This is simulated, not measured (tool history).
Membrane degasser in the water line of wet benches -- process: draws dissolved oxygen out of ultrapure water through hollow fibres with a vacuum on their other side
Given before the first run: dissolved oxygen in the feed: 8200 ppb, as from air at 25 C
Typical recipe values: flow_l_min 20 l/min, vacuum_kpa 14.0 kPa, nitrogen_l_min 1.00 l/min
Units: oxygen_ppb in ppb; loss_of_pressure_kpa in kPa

{"run": 1, "hour": 0.0, "flow_l_min": 20, "vacuum_kpa": 14.0, "nitrogen_l_min": 1.0, "oxygen_ppb": 533.9, "loss_of_pressure_kpa": 51.55}
{"run": 2, "hour": 105.1, "flow_l_min": 20, "vacuum_kpa": 14.0, "nitrogen_l_min": 1.0, "oxygen_ppb": 545.1, "loss_of_pressure_kpa": 51.51}
{"run": 3, "hour": 239.3, "flow_l_min": 20, "vacuum_kpa": 14.0, "nitrogen_l_min": 1.0, "oxygen_ppb": 537.2, "loss_of_pressure_kpa": 51.87}
{"run": 4, "hour": 384.5, "flow_l_min": 20, "vacuum_kpa": 14.0, "nitrogen_l_min": 1.0, "oxygen_ppb": 535.3, "loss_of_pressure_kpa": 51.44}
{"run": 5, "hour": 531.1, "flow_l_min": 20, "vacuum_kpa": 14.0, "nitrogen_l_min": 2.2, "oxygen_ppb": 305.0, "loss_of_pressure_kpa": 51.62}
{"run": 6, "hour": 632.1, "flow_l_min": 20, "vacuum_kpa": 14.0, "nitrogen_l_min": 2.2, "oxygen_ppb": 304.5, "loss_of_pressure_kpa": 51.44}
{"run": 7, "hour": 774.9, "flow_l_min": 20, "vacuum_kpa": 14.0, "nitrogen_l_min": 1.0, "oxygen_ppb": 530.2, "loss_of_pressure_kpa": 51.78}
{"run": 8, "hour": 912.3, "flow_l_min": 13, "vacuum_kpa": 14.0, "nitrogen_l_min": 1.0, "oxygen_ppb": 349.0, "loss_of_pressure_kpa": 33.82}
{"hour": 924.5, "done": "vacuum gauge calibrated"}
{"run": 9, "hour": 1107.0, "flow_l_min": 20, "vacuum_kpa": 14.0, "nitrogen_l_min": 1.0, "oxygen_ppb": 550.9, "loss_of_pressure_kpa": 51.64}
{"run": 10, "hour": 1207.2, "flow_l_min": 20, "vacuum_kpa": 14.0, "nitrogen_l_min": 1.0, "oxygen_ppb": 547.4, "loss_of_pressure_kpa": 52.02}
{"run": 11, "hour": 1336.0, "flow_l_min": 20, "vacuum_kpa": 14.0, "nitrogen_l_min": 1.0, "oxygen_ppb": 554.3, "loss_of_pressure_kpa": 52.15}
{"run": 12, "hour": 1492.1, "flow_l_min": 20, "vacuum_kpa": 14.0, "nitrogen_l_min": 1.0, "oxygen_ppb": 549.1, "loss_of_pressure_kpa": 52.22}
{"run": 13, "hour": 1617.9, "flow_l_min": 20, "vacuum_kpa": 14.0, "nitrogen_l_min": 0.56, "oxygen_ppb": 836.8, "loss_of_pressure_kpa": 52.1}
{"hour": 1714.3, "done": "vacuum gauge calibrated, once more"}
{"run": 14, "hour": 1720.8, "flow_l_min": 20, "vacuum_kpa": 14.0, "nitrogen_l_min": 0.56, "oxygen_ppb": 778.7, "loss_of_pressure_kpa": 52.12}
{"run": 15, "hour": 1919.0, "flow_l_min": 20, "vacuum_kpa": 14.0, "nitrogen_l_min": 0.56, "oxygen_ppb": 779.7, "loss_of_pressure_kpa": 51.81}
{"run": 16, "hour": 2125.4, "flow_l_min": 20, "vacuum_kpa": 14.0, "nitrogen_l_min": 0.56, "oxygen_ppb": 793.8, "loss_of_pressure_kpa": 52.53}
{"run": 17, "hour": 2232.7, "flow_l_min": 20, "vacuum_kpa": 14.0, "nitrogen_l_min": 0.56, "oxygen_ppb": 791.7, "loss_of_pressure_kpa": 52.12}
{"run": 18, "hour": 2321.5, "flow_l_min": 20, "vacuum_kpa": 14.0, "nitrogen_l_min": 0.56, "oxygen_ppb": 797.9, "loss_of_pressure_kpa": 52.08}
{"run": 19, "hour": 2471.1, "flow_l_min": 20, "vacuum_kpa": 14.0, "nitrogen_l_min": 0.54, "oxygen_ppb": 815.0, "loss_of_pressure_kpa": 52.29}
{"run": 20, "hour": 2585.2, "flow_l_min": 13, "vacuum_kpa": 14.0, "nitrogen_l_min": 1.0, "oxygen_ppb": 339.7, "loss_of_pressure_kpa": 34.17}
{"run": 21, "hour": 2788.1, "flow_l_min": 27, "vacuum_kpa": 9.8, "nitrogen_l_min": 1.0, "oxygen_ppb": 513.3, "loss_of_pressure_kpa": 70.52}
{"run": 22, "hour": 2914.1, "flow_l_min": 18, "vacuum_kpa": 9.8, "nitrogen_l_min": 1.0, "oxygen_ppb": 318.2, "loss_of_pressure_kpa": 47.17}
{"run": 23, "hour": 3049.5, "flow_l_min": 14, "vacuum_kpa": 34.9, "nitrogen_l_min": 0.87, "oxygen_ppb": 1075.0, "loss_of_pressure_kpa": 36.69}
{"run": 24, "hour": 3217.5, "flow_l_min": 14, "vacuum_kpa": 34.9, "nitrogen_l_min": 0.87, "oxygen_ppb": 1076.9, "loss_of_pressure_kpa": 36.74}
{"run": 25, "hour": 3383.9, "flow_l_min": 14, "vacuum_kpa": 26.3, "nitrogen_l_min": 1.34, "oxygen_ppb": 579.8, "loss_of_pressure_kpa": 36.75}
{"run": 26, "hour": 3497.5, "flow_l_min": 22, "vacuum_kpa": 20.9, "nitrogen_l_min": 0.52, "oxygen_ppb": 1370.7, "loss_of_pressure_kpa": 57.66}
{"run": 27, "hour": 3634.8, "flow_l_min": 22, "vacuum_kpa": 20.9, "nitrogen_l_min": 0.52, "oxygen_ppb": 1354.4, "loss_of_pressure_kpa": 57.47}
{"run": 28, "hour": 3835.1, "flow_l_min": 22, "vacuum_kpa": 20.9, "nitrogen_l_min": 0.52, "oxygen_ppb": 1363.7, "loss_of_pressure_kpa": 58.06}
{"run": 29, "hour": 4015.7, "flow_l_min": 30, "vacuum_kpa": 13.3, "nitrogen_l_min": 1.89, "oxygen_ppb": 547.4, "loss_of_pressure_kpa": 79.41}
{"run": 30, "hour": 4112.8, "flow_l_min": 30, "vacuum_kpa": 13.3, "nitrogen_l_min": 1.89, "oxygen_ppb": 552.2, "loss_of_pressure_kpa": 79.15}
{"run": 31, "hour": 4245.6, "flow_l_min": 30, "vacuum_kpa": 13.3, "nitrogen_l_min": 1.89, "oxygen_ppb": 550.7, "loss_of_pressure_kpa": 79.32}

Had the tool no unlogged condition, and each run kept its random variation, what would the results have been?
What the log doesn't record here: membrane still open, %; true pressure behind the membrane over the reading, kPa; air that leaks in behind the membrane, l/min; drift of the gauge itself on oxygen_ppb, %; drift of the gauge itself on loss_of_pressure_kpa, %.
run=1 oxygen_ppb=507.9 loss_of_pressure_kpa=50.38
run=2 oxygen_ppb=518.1 loss_of_pressure_kpa=50.31
run=3 oxygen_ppb=509.9 loss_of_pressure_kpa=50.63
run=4 oxygen_ppb=507.5 loss_of_pressure_kpa=50.17
run=5 oxygen_ppb=285.1 loss_of_pressure_kpa=50.31
run=6 oxygen_ppb=284.3 loss_of_pressure_kpa=50.11
run=7 oxygen_ppb=500.9 loss_of_pressure_kpa=50.40
run=8 oxygen_ppb=326.7 loss_of_pressure_kpa=32.90
run=9 oxygen_ppb=510.9 loss_of_pressure_kpa=50.18
run=10 oxygen_ppb=507.3 loss_of_pressure_kpa=50.53
run=11 oxygen_ppb=513.1 loss_of_pressure_kpa=50.63
run=12 oxygen_ppb=507.5 loss_of_pressure_kpa=50.65
run=13 oxygen_ppb=782.3 loss_of_pressure_kpa=50.51
run=14 oxygen_ppb=765.9 loss_of_pressure_kpa=50.50
run=15 oxygen_ppb=765.8 loss_of_pressure_kpa=50.14
run=16 oxygen_ppb=778.5 loss_of_pressure_kpa=50.80
run=17 oxygen_ppb=776.0 loss_of_pressure_kpa=50.38
run=18 oxygen_ppb=781.5 loss_of_pressure_kpa=50.31
run=19 oxygen_ppb=798.3 loss_of_pressure_kpa=50.48
run=20 oxygen_ppb=324.9 loss_of_pressure_kpa=32.97
run=21 oxygen_ppb=486.6 loss_of_pressure_kpa=67.96
run=22 oxygen_ppb=301.5 loss_of_pressure_kpa=45.42
run=23 oxygen_ppb=1038.2 loss_of_pressure_kpa=35.31
run=24 oxygen_ppb=1039.0 loss_of_pressure_kpa=35.33
run=25 oxygen_ppb=553.3 loss_of_pressure_kpa=35.31
run=26 oxygen_ppb=1346.2 loss_of_pressure_kpa=55.35
run=27 oxygen_ppb=1329.5 loss_of_pressure_kpa=55.15
run=28 oxygen_ppb=1337.4 loss_of_pressure_kpa=55.66
run=29 oxygen_ppb=509.0 loss_of_pressure_kpa=76.05
run=30 oxygen_ppb=512.9 loss_of_pressure_kpa=75.76
run=31 oxygen_ppb=510.8 loss_of_pressure_kpa=75.88
